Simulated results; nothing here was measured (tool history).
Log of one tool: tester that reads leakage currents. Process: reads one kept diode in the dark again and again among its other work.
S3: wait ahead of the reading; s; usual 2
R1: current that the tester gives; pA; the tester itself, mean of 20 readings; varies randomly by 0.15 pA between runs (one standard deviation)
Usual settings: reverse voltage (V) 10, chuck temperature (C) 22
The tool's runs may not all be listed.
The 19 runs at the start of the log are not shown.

run 20 hour=1807.7 | reverse_voltage_(V)=10 chuck_temperature_(C)=22 S3=1.82 | R1=55.14
run 21 hour=1927.6 | reverse_voltage_(V)=10 chuck_temperature_(C)=22 S3=6.38 | R1=54.44
run 22 hour=2021.2 | reverse_voltage_(V)=2.5 chuck_temperature_(C)=25 S3=0.61 | R1=33.05
run 23 hour=2091.1 | reverse_voltage_(V)=5.6 chuck_temperature_(C)=37 S3=2 | R1=143.04
run 24 hour=2193 | reverse_voltage_(V)=5.6 chuck_temperature_(C)=50 S3=2 | R1=411.88
-- hour=2263.4 probe card cleaned and baked
run 25 hour=2311.5 | reverse_voltage_(V)=15.8 chuck_temperature_(C)=34 S3=0.43 | R1=202.08
run 26 hour=2376.5 | reverse_voltage_(V)=10 chuck_temperature_(C)=39 S3=1.57 | R1=230.6
run 27 hour=2454.8 | reverse_voltage_(V)=1.3 chuck_temperature_(C)=39 S3=0.58 | R1=75.65
run 28 hour=2530.9 | reverse_voltage_(V)=19.9 chuck_temperature_(C)=22 S3=0.33 | R1=91.49
run 29 hour=2611.3 | reverse_voltage_(V)=19.9 chuck_temperature_(C)=39 S3=0.33 | R1=355.13
run 30 hour=2688 | reverse_voltage_(V)=19.9 chuck_temperature_(C)=39 S3=0.33 | R1=355.69
run 31 hour=2760.5 | reverse_voltage_(V)=19.9 chuck_temperature_(C)=39 S3=0.33 | R1=355.88
run 32 hour=2819.2 | reverse_voltage_(V)=17.4 chuck_temperature_(C)=24 S3=8.63 | R1=84.41
-- hour=2870.3 chuck's temperature calibrated
run 33 hour=2932.3 | reverse_voltage_(V)=17.4 chuck_temperature_(C)=24 S3=8.63 | R1=76.48
run 34 hour=3002.8 | reverse_voltage_(V)=17.4 chuck_temperature_(C)=24 S3=8.63 | R1=77.49
run 35 hour=3133.7 | reverse_voltage_(V)=2.5 chuck_temperature_(C)=42 S3=0.39 | R1=129.91
run 36 hour=3262.7 | reverse_voltage_(V)=10 chuck_temperature_(C)=46 S3=1.76 | R1=382.91
run 37 hour=3374.5 | reverse_voltage_(V)=10 chuck_temperature_(C)=46 S3=1.76 | R1=386.54
run 38 hour=3434.7 | reverse_voltage_(V)=3.8 chuck_temperature_(C)=22 S3=1.64 | R1=28.52
run 39 hour=3530.6 | reverse_voltage_(V)=10 chuck_temperature_(C)=32 S3=2 | R1=118.94
run 40 hour=3614.3 | reverse_voltage_(V)=10 chuck_temperature_(C)=32 S3=2 | R1=120.37

Forecast each of these 3 alternatives for the next run:
run A hour=3721 | reverse_voltage_(V)=10 chuck_temperature_(C)=35 S3=2 | R1=?
run B hour=3721 | reverse_voltage_(V)=10 chuck_temperature_(C)=22 S3=0.49 | R1=?
run C hour=3721 | reverse_voltage_(V)=1.8 chuck_temperature_(C)=57 S3=2 | R1=?

run=A R1=156.7
run=B R1=55.01
run=C R1=361.87
Without the tool's unlogged condition, the same runs would have read:
run=A R1=151.51
run=B R1=51.67
run=C R1=355.16
